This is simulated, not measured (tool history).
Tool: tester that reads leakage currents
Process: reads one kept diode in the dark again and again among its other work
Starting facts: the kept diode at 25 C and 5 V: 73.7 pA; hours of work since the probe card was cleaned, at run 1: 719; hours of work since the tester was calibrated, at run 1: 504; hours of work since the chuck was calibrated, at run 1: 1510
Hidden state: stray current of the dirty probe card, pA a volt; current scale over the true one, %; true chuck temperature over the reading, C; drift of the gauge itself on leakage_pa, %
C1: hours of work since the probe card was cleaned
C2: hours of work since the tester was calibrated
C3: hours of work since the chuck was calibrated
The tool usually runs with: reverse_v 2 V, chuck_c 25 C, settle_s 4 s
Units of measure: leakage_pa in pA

run 1 hour=0 | reverse_v=2 chuck_c=25 settle_s=4 | C1=719 C2=504 C3=1510 | leakage_pa=49.14
run 2 hour=77.5 | reverse_v=2 chuck_c=25 settle_s=4 | C1=754 C2=539 C3=1544 | leakage_pa=49.46
run 3 hour=145.5 | reverse_v=2 chuck_c=25 settle_s=4 | C1=785 C2=570 C3=1575 | leakage_pa=49.81
run 4 hour=208.3 | reverse_v=2 chuck_c=25 settle_s=4 | C1=813 C2=598 C3=1603 | leakage_pa=49.56
run 5 hour=280.3 | reverse_v=2 chuck_c=25 settle_s=4 | C1=845 C2=631 C3=1636 | leakage_pa=49.65
run 6 hour=335.2 | reverse_v=2 chuck_c=25 settle_s=4 | C1=870 C2=655 C3=1660 | leakage_pa=50.08
run 7 hour=420 | reverse_v=2 chuck_c=25 settle_s=4 | C1=908 C2=693 C3=1699 | leakage_pa=50.36
run 8 hour=511.9 | reverse_v=2 chuck_c=25 settle_s=3.2 | C1=950 C2=735 C3=1740 | leakage_pa=50.85
run 9 hour=599.8 | reverse_v=2 chuck_c=27 settle_s=4 | C1=989 C2=774 C3=1780 | leakage_pa=58.64
run 10 hour=677 | reverse_v=2 chuck_c=27 settle_s=4 | C1=1024 C2=809 C3=1814 | leakage_pa=58.56
run 11 hour=746.3 | reverse_v=2 chuck_c=25 settle_s=4 | C1=1055 C2=840 C3=1845 | leakage_pa=51
run 12 hour=800.1 | reverse_v=2 chuck_c=25 settle_s=4 | C1=1079 C2=864 C3=1870 | leakage_pa=51.24
run 13 hour=863.8 | reverse_v=2 chuck_c=25 settle_s=4 | C1=1108 C2=893 C3=1898 | leakage_pa=51.37
run 14 hour=920.2 | reverse_v=2 chuck_c=25 settle_s=4 | C1=1133 C2=919 C3=1924 | leakage_pa=51.5
run 15 hour=1010 | reverse_v=2 chuck_c=25 settle_s=4 | C1=1174 C2=959 C3=1964 | leakage_pa=51.89
run 16 hour=1067.1 | reverse_v=2 chuck_c=25 settle_s=4 | C1=1200 C2=985 C3=1990 | leakage_pa=51.72
run 17 hour=1112.6 | reverse_v=2 chuck_c=25 settle_s=4 | C1=1220 C2=1005 C3=2010 | leakage_pa=52.16
run 18 hour=1175.1 | reverse_v=2 chuck_c=25 settle_s=4 | C1=1248 C2=1033 C3=2038 | leakage_pa=52.56
run 19 hour=1232.3 | reverse_v=2 chuck_c=25 settle_s=4 | C1=1274 C2=1059 C3=2064 | leakage_pa=52.12
run 20 hour=1273 | reverse_v=2 chuck_c=25 settle_s=5.52 | C1=1292 C2=1077 C3=2083 | leakage_pa=52.61
-- hour=1280.1 tester calibrated
run 21 hour=1343.9 | reverse_v=2 chuck_c=25 settle_s=0.99 | C1=1323 C2=29 C3=2114 | leakage_pa=52.44
run 22 hour=1410.9 | reverse_v=2 chuck_c=24 settle_s=4.43 | C1=1353 C2=59 C3=2144 | leakage_pa=48.98
-- hour=1419.5 tester calibrated, once more
run 23 hour=1475.8 | reverse_v=2 chuck_c=24 settle_s=4.43 | C1=1382 C2=25 C3=2172 | leakage_pa=49.64

Run 24 comes next. What will it give?
run 24 hour=1558.2 | reverse_v=2 chuck_c=25 settle_s=0.85 | C1=1419 C2=62 C3=2209 | leakage_pa=?

Run 24 measured leakage_pa 53.64 pA.
The same run, on a tool lacking any hidden state, would have yielded leakage_pa 42.82 pA.
